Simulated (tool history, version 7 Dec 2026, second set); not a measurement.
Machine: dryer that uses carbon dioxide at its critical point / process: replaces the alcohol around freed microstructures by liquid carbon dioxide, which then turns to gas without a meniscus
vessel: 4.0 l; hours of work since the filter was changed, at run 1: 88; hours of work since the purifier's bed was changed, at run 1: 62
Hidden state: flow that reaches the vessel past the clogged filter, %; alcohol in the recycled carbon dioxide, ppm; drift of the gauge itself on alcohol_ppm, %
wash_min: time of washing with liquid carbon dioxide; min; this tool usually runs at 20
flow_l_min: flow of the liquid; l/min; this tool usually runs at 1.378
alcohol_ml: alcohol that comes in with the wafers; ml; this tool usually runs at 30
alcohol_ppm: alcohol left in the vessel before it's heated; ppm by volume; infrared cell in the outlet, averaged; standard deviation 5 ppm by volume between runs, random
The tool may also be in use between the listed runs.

run   hour  wash_min  flow_l_min  alcohol_ml  hours of work since the filter was changed  hours of work since the purifier's bed was changed  alcohol_ppm
  1      0        20       1.378          30                                          88                                                  62           62
  2   13.6        20       1.378          30                                          95                                                  68           67
  3   24.5        22       1.378          30                                         100                                                  73           63
  4     34        20       1.378          30                                         104                                                  77           73
  5   46.4        20       1.378          30                                         110                                                  83           77
  6   58.4        20       1.378          30                                         115                                                  89           78
  7   67.5        20       1.378          30                                         120                                                  93           73
  8   77.3        20       1.378          30                                         124                                                  97           80
  9   86.2        20       1.378          30                                         128                                                 101           89
 10  101.3        20       1.378          46                                         135                                                 108          110
 11  117.3        20       1.378          46                                         143                                                 116          108
 12    130        25       1.378          30                                         149                                                 122           61
 13  145.6        25       1.378          30                                         156                                                 129           68
 14  162.1        20       1.378          30                                         163                                                 137           86
 15  169.5        20        1.42          30                                         167                                                 140           86
 16  182.1        20        1.42          30                                         173                                                 146           93
 17  199.3        28         1.8          33                                         181                                                 154           52
 18  214.4        18         1.1          30                                         188                                                 161          261
 19  226.7        18        1.05          47                                         193                                                 167          440
 20    240        24        1.91         106                                         200                                                 173           71

Estimate the outcome of run 21 from the log above:
 21  256.6        14        1.14          44                                         207                                                 180            ?

Run 21 measured alcohol_ppm 663 ppm by volume.
With no hidden state in the tool, this same run would have given alcohol_ppm 550 ppm by volume.
